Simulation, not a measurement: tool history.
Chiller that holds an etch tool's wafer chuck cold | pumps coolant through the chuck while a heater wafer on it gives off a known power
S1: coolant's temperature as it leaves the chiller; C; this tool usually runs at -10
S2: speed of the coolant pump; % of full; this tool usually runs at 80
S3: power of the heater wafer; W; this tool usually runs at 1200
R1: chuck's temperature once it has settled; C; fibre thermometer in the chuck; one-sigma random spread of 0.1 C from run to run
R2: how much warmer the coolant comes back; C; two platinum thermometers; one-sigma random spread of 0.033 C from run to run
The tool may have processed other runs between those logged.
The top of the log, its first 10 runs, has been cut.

{"run": 11, "hour": 333.2, "S1": -10, "S2": 80, "S3": 890, "R1": -0.4, "R2": 3.8}
{"run": 12, "hour": 359.1, "S1": -10, "S2": 80, "S3": 890, "R1": -0.2, "R2": 3.81}
{"run": 13, "hour": 384.0, "S1": -10, "S2": 80, "S3": 1200, "R1": 3.2, "R2": 5.15}
{"run": 14, "hour": 426.4, "S1": -10, "S2": 80, "S3": 1200, "R1": 3, "R2": 5.14}
{"run": 15, "hour": 449.4, "S1": -10, "S2": 61, "S3": 1200, "R1": 5.8, "R2": 7.01}
{"run": 16, "hour": 471.8, "S1": -10, "S2": 80, "S3": 1200, "R1": 3.1, "R2": 5.19}
{"run": 17, "hour": 514.6, "S1": -10, "S2": 80, "S3": 1200, "R1": 3.4, "R2": 5.2}
{"run": 18, "hour": 552.7, "S1": -10, "S2": 71, "S3": 1613, "R1": 9.1, "R2": 8.04}
{"run": 19, "hour": 581.0, "S1": -5, "S2": 91, "S3": 652, "R1": 1.8, "R2": 2.42}
{"run": 20, "hour": 601.3, "S1": -10, "S2": 84, "S3": 1290, "R1": 4.2, "R2": 5.25}
{"run": 21, "hour": 643.2, "S1": -10, "S2": 84, "S3": 1290, "R1": 4.1, "R2": 5.34}
{"run": 22, "hour": 676.3, "S1": -10, "S2": 84, "S3": 1290, "R1": 4.2, "R2": 5.3}
{"run": 23, "hour": 713.6, "S1": -7, "S2": 84, "S3": 682, "R1": 0.7, "R2": 2.78}
{"run": 24, "hour": 756.1, "S1": -7, "S2": 84, "S3": 682, "R1": 0.7, "R2": 2.81}
{"run": 25, "hour": 780.6, "S1": -7, "S2": 84, "S3": 682, "R1": 0.6, "R2": 2.82}
{"run": 26, "hour": 805.9, "S1": -7, "S2": 84, "S3": 682, "R1": 0.7, "R2": 2.8}
{"run": 27, "hour": 824.7, "S1": -14, "S2": 84, "S3": 1107, "R1": -1.6, "R2": 4.6}
{"run": 28, "hour": 848.2, "S1": -14, "S2": 84, "S3": 1107, "R1": -1.5, "R2": 4.64}

What does the tool deliver on the next run?
{"run": 29, "hour": 889.1, "S1": -15, "S2": 84, "S3": 1493, "R1": "?", "R2": "?"}

{"run 29": {"R1": 1.5, "R2": 6.17}}
Without the tool's hidden state the same run would have given R1 -1.6 C, R2 5.74 C.

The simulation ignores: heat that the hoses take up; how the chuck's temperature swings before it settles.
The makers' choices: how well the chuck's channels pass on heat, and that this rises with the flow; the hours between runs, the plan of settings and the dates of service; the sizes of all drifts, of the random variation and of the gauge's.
